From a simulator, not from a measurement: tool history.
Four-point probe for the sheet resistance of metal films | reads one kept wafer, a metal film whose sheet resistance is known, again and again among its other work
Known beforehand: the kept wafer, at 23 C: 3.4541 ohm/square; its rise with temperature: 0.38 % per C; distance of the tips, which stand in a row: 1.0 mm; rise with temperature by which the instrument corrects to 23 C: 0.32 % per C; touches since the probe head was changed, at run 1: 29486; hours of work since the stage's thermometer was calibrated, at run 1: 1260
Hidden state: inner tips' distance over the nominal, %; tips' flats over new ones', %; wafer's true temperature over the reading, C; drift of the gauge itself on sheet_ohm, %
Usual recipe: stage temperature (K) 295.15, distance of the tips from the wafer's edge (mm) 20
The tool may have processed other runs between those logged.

run,hour,stage temperature (K),distance of the tips from the wafer's edge (mm),touches since the probe head was changed,hours of work since the stage's thermometer was calibrated,sheet resistance as the instrument gives it (ohm/square)
1,0,295.15,20,29486,1260,3.472611
2,10.5,305.15,20,29892,1267,3.489511
3,23.1,295.15,6,30381,1274,3.518607
4,41.3,295.15,6,31083,1284,3.519564
5,55.4,295.15,6,31631,1293,3.519124
6,71.3,303.15,20,32246,1302,3.485308
7,83.3,303.15,20,32708,1309,3.486414
8,100,295.15,20,33355,1319,3.472698
9,121.9,295.15,20,34203,1331,3.474236
10,134.3,303.15,20,34684,1339,3.488208
11,152.5,303.15,20,35389,1349,3.487558
12,163.4,303.15,20,35809,1356,3.486346
13,176.6,303.15,20,36318,1363,3.486448
14,187.2,299.15,20,36729,1370,3.480189
15,206.6,299.15,20,37480,1381,3.481847
16,223.3,295.15,5,38129,1391,3.541912
17,244.9,303.15,29,38963,1403,3.484536
18,266.2,297.15,8,39788,1416,3.501962
19,278.8,297.15,8,40273,1423,3.502412
20,294.9,297.15,16,40897,1432,3.479849
# hour 296.9: stage's thermometer calibrated
21,315.1,298.15,22,41660,11,3.47873
22,331.2,298.15,22,42282,20,3.479026
23,344.6,295.15,3,42799,28,3.665495
24,359.7,295.15,3,43387,37,3.666627
25,371.8,291.15,61,43853,44,3.463821
# hour 382.1: stage's thermometer calibrated, once more
26,390,297.15,10,44537,5,3.485965
27,399.4,297.15,10,44904,10,3.487966
28,411.6,303.15,23,45373,17,3.482809
29,432.7,307.15,64,46190,30,3.486007
30,452.9,298.15,7,46973,41,3.508842
31,469.2,295.15,7,47605,51,3.504048

Each row is a separate what-if for the run after 31, all from the same tool condition, not one after another. Results?
A,480.4,292.15,25,48035,57,?
B,480.4,298.15,70,48035,57,?
C,480.4,302.15,5,48035,57,?
D,480.4,299.15,7,48035,57,?

run,sheet resistance as the instrument gives it (ohm/square)
A,3.461835
B,3.471014
C,3.550408
D,3.510285
With the hidden condition removed and each run's random variation left untouched, the same runs would have given:
run,sheet resistance as the instrument gives it (ohm/square)
A,3.448589
B,3.457735
C,3.53685
D,3.496868
